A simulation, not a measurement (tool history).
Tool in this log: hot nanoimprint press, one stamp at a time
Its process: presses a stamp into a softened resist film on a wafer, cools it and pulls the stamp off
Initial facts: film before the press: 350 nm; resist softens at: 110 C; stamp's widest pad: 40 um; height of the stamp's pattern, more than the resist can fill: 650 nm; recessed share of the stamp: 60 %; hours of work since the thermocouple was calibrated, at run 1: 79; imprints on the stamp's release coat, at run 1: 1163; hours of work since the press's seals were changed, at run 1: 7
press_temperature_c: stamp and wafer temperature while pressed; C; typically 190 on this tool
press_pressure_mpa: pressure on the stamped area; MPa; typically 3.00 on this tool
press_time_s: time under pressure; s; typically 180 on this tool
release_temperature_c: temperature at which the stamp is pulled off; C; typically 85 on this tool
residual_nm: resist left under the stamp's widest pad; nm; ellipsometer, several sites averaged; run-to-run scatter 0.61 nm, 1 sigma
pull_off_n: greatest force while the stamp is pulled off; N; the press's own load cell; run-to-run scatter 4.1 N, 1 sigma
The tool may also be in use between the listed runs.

| run | hour | press_temperature_c | press_pressure_mpa | press_time_s | release_temperature_c | hours of work since the thermocouple was calibrated | imprints on the stamp's release coat | hours of work since the press's seals were changed | residual_nm | pull_off_n |
|---|---|---|---|---|---|---|---|---|---|---|
| 1 | 0.0 | 190 | 3.00 | 180 | 85 | 79 | 1163 | 7 | 152.3 | 273 |
| 2 | 7.4 | 190 | 3.00 | 247 | 85 | 82 | 1181 | 10 | 136.8 | 265 |
| 3 | 12.2 | 186 | 3.00 | 247 | 85 | 84 | 1193 | 12 | 153.3 | 267 |
| 4 | 19.9 | 186 | 3.00 | 247 | 85 | 87 | 1212 | 15 | 153.2 | 268 |
| 5 | 24.1 | 186 | 3.00 | 247 | 85 | 89 | 1222 | 16 | 153.8 | 266 |
| 6 | 32.6 | 190 | 3.00 | 180 | 85 | 92 | 1243 | 20 | 150.8 | 263 |
| 7 | 41.0 | 190 | 4.29 | 180 | 85 | 96 | 1264 | 23 | 124.0 | 270 |
| 8 | 50.5 | 190 | 3.00 | 180 | 85 | 100 | 1287 | 27 | 152.8 | 277 |
| 9 | 59.3 | 190 | 3.00 | 180 | 85 | 103 | 1309 | 31 | 152.2 | 282 |
| 10 | 69.2 | 190 | 3.00 | 180 | 85 | 107 | 1333 | 35 | 152.9 | 278 |
| 11 | 73.4 | 190 | 3.00 | 180 | 85 | 109 | 1343 | 37 | 152.3 | 277 |
| 12 | 80.8 | 194 | 3.12 | 180 | 85 | 112 | 1361 | 40 | 133.6 | 284 |
| 13 | 85.3 | 202 | 2.30 | 160 | 84 | 114 | 1373 | 42 | 134.1 | 292 |
| 14 | 94.3 | 198 | 4.67 | 180 | 85 | 118 | 1395 | 45 | 93.8 | 278 |
| 15 | 104.0 | 189 | 4.70 | 192 | 85 | 122 | 1418 | 49 | 118.5 | 282 |
| 16 | 111.0 | 194 | 1.99 | 208 | 72 | 125 | 1435 | 52 | 163.1 | 346 |
| 17 | 117.8 | 191 | 2.69 | 164 | 84 | 127 | 1452 | 55 | 162.6 | 286 |
| 18 | 126.6 | 191 | 2.69 | 164 | 84 | 131 | 1474 | 59 | 162.4 | 278 |

For run 19, what comes out?
| 19 | 136.1 | 191 | 2.05 | 164 | 84 | 135 | 1497 | 63 | ? | ? |

{"run 19": {"residual_nm": 188.3, "pull_off_n": 292}}
Without the tool's hidden state the same run would have given residual_nm 184.8 nm, pull_off_n 204 N.
